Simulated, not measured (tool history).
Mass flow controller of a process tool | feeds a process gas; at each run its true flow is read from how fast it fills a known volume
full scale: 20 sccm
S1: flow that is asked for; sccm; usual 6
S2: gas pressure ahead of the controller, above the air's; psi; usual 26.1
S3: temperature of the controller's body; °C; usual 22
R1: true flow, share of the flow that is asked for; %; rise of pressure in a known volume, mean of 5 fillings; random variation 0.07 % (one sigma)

| run | hour | S1 | S2 | S3 | R1 |
|---|---|---|---|---|---|
| 1 | 0 | 6 | 26.1 | 22 | 99.79 |
| 2 | 375.5 | 6 | 26.1 | 22 | 99.89 |
| 3 | 629.2 | 6 | 26.1 | 22 | 99.86 |
| 4 | 968.9 | 6 | 26.1 | 22 | 100.13 |
| 5 | 1194.3 | 6 | 26.1 | 22 | 100.16 |
| 6 | 1637.2 | 6 | 26.1 | 22 | 100.42 |
| 7 | 2089.9 | 6 | 26.1 | 22 | 100.62 |
| 8 | 2574.8 | 6 | 26.1 | 22 | 100.7 |
| 9 | 3024.6 | 6 | 26.1 | 22 | 100.75 |
| 10 | 3262.7 | 3 | 26.1 | 22 | 101.98 |
| 11 | 3584.4 | 3 | 26.1 | 22 | 102.13 |
| 12 | 3835.8 | 6 | 26.1 | 39 | 99.9 |
| 13 | 4176.7 | 9 | 26.1 | 28 | 100.66 |
| 14 | 4413.2 | 9 | 26.1 | 28 | 100.67 |
| 15 | 4812.3 | 9 | 26.1 | 28 | 100.79 |
| 16 | 5080.1 | 4 | 26.1 | 20 | 102.35 |
| 17 | 5565.2 | 4 | 26.1 | 24 | 102.3 |
| 18 | 5831.5 | 12 | 20.5 | 24 | 101.63 |
| 19 | 6199.2 | 5 | 21.6 | 26 | 101.94 |
| 20 | 6457.5 | 3 | 26.1 | 27 | 103.37 |
| 21 | 6977.8 | 9 | 26.1 | 22 | 101.87 |
| 22 | 7476.6 | 8 | 23.9 | 20 | 102.4 |

3 ways to go on from here, each from the tool as it stands after run 22. What would each give?
| A | 7822.1 | 6 | 25.7 | 22 | ? |
| B | 7822.1 | 6 | 26.1 | 39 | ? |
| C | 7822.1 | 8 | 23.9 | 21 | ? |

| run | R1 |
|---|---|
| A | 102.45 |
| B | 101.27 |
| C | 102.46 |
Without the tool's hidden state the same runs would have given:
| run | R1 |
|---|---|
| A | 98.57 |
| B | 97.38 |
| C | 99.12 |

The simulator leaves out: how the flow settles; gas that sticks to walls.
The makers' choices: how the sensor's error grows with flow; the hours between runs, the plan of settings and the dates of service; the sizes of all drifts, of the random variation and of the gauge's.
